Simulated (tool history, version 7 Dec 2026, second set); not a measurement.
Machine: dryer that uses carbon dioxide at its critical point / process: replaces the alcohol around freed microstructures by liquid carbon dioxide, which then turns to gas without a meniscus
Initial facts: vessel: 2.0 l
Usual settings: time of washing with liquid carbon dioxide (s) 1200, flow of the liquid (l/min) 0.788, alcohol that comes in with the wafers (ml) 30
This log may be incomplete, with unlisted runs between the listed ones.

run	hour	time of washing with liquid carbon dioxide (s)	flow of the liquid (l/min)	alcohol that comes in with the wafers (ml)	alcohol left in the vessel before it's heated (ppm by volume)
1	0.0	1200	0.788	30	43
2	38.8	1200	0.788	77	50
3	72.0	1200	0.788	77	54
4	117.0	1200	0.641	30	83
5	172.0	1200	0.641	30	78
6	225.3	1200	0.788	30	69
7	285.6	780	0.788	30	172
8	314.0	1200	0.673	30	85
9	365.1	1200	0.673	30	84
10	422.9	1200	0.788	30	80
# hour 471.2: purifier's bed changed
11	471.2	900	0.788	30	75
12	535.7	1200	0.788	30	30
13	575.9	1200	0.788	30	19
14	618.3	1200	0.788	93	45
15	657.8	1200	0.788	93	52
16	710.0	1200	0.788	22	31
17	740.5	1260	0.788	30	29
# hour 764.2: inlet filter changed
18	804.5	1260	0.788	30	38
19	856.1	1200	0.788	30	28
20	904.5	1200	0.788	27	43
21	935.7	1200	0.788	27	36
22	1000.1	1200	0.788	30	44
23	1066.9	1200	0.788	30	59
24	1113.6	1200	0.788	30	52
25	1157.4	1200	0.788	30	67
26	1218.3	1440	0.786	26	61
27	1269.3	1620	1.285	52	59
28	1308.3	1620	1.285	52	56
29	1365.5	1560	1.083	95	59
# hour 1392.2: purifier's bed changed
30	1410.8	1200	0.856	102	23
31	1447.1	720	0.788	56	387
32	1475.8	720	0.788	56	372
33	1523.3	720	0.788	56	388
34	1561.2	780	0.788	56	291
35	1623.9	780	0.788	56	298
36	1666.3	1440	0.788	56	24
37	1713.9	1560	0.485	29	82
# hour 1754.9: inlet filter changed
38	1763.6	1200	0.674	79	83
39	1816.9	1200	0.880	30	34
40	1864.7	1020	0.786	24	51
41	1907.7	1440	1.205	46	44
42	1958.0	720	0.788	56	342
43	1997.5	720	0.577	51	1001
44	2057.8	720	0.552	21	505
45	2119.7	1200	0.956	36	55
46	2160.3	1200	1.038	30	51

Below are 4 alternative next runs, each starting from the tool's condition after run 46. Predict each:
A	2198.5	1200	1.038	30	?
B	2198.5	1680	0.594	30	?
C	2198.5	1200	0.542	22	?
D	2198.5	1200	0.637	30	?

run	alcohol left in the vessel before it's heated (ppm by volume)
A	58
B	73
C	131
D	99
Take away the tool's hidden state, keep each run's random variation, and the runs would have read:
run	alcohol left in the vessel before it's heated (ppm by volume)
A	5
B	18
C	60
D	36
